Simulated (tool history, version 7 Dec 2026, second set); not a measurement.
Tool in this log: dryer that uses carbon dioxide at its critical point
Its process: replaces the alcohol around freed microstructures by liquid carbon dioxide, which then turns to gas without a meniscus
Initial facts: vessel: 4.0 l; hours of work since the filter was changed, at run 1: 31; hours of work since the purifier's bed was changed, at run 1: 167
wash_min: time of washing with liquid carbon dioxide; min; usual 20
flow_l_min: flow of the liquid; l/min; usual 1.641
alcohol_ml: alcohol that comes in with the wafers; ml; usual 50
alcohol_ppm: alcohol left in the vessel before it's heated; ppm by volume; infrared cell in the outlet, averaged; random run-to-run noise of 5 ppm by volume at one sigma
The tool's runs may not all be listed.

| run | hour | wash_min | flow_l_min | alcohol_ml | hours of work since the filter was changed | hours of work since the purifier's bed was changed | alcohol_ppm |
|---|---|---|---|---|---|---|---|
| 1 | 0.0 | 20 | 1.641 | 50 | 31 | 167 | 27 |
| 2 | 7.1 | 20 | 1.641 | 50 | 34 | 170 | 24 |
| 3 | 14.0 | 22 | 1.641 | 50 | 38 | 174 | 31 |
| 4 | 21.0 | 20 | 1.641 | 50 | 41 | 177 | 24 |
| 5 | 27.8 | 20 | 1.641 | 50 | 45 | 181 | 33 |
| 6 | 35.0 | 20 | 1.340 | 50 | 48 | 184 | 69 |
| 7 | 41.9 | 20 | 1.340 | 37 | 52 | 188 | 60 |
| 8 | 47.8 | 20 | 1.340 | 37 | 54 | 191 | 56 |
| 9 | 55.9 | 20 | 1.641 | 26 | 58 | 195 | 24 |
| 10 | 60.5 | 20 | 1.641 | 26 | 61 | 197 | 33 |
| 11 | 66.5 | 17 | 2.350 | 23 | 64 | 200 | 25 |
| 12 | 77.4 | 17 | 2.350 | 23 | 69 | 205 | 20 |
| 13 | 85.8 | 17 | 2.350 | 23 | 73 | 209 | 21 |
| 14 | 91.4 | 17 | 2.350 | 23 | 76 | 212 | 28 |

Consider 3 possible next runs. They are alternatives, not a sequence: every one starts from the tool as it was left by run 14. What does each give?
| A | 100.1 | 17 | 2.580 | 67 | 80 | 216 | ? |
| B | 100.1 | 18 | 1.641 | 61 | 80 | 216 | ? |
| C | 100.1 | 17 | 1.190 | 23 | 80 | 216 | ? |

| run | alcohol_ppm |
|---|---|
| A | 24 |
| B | 72 |
| C | 123 |
Without the tool's unlogged condition, the same runs would have read:
| run | alcohol_ppm |
|---|---|
| A | 6 |
| B | 49 |
| C | 95 |
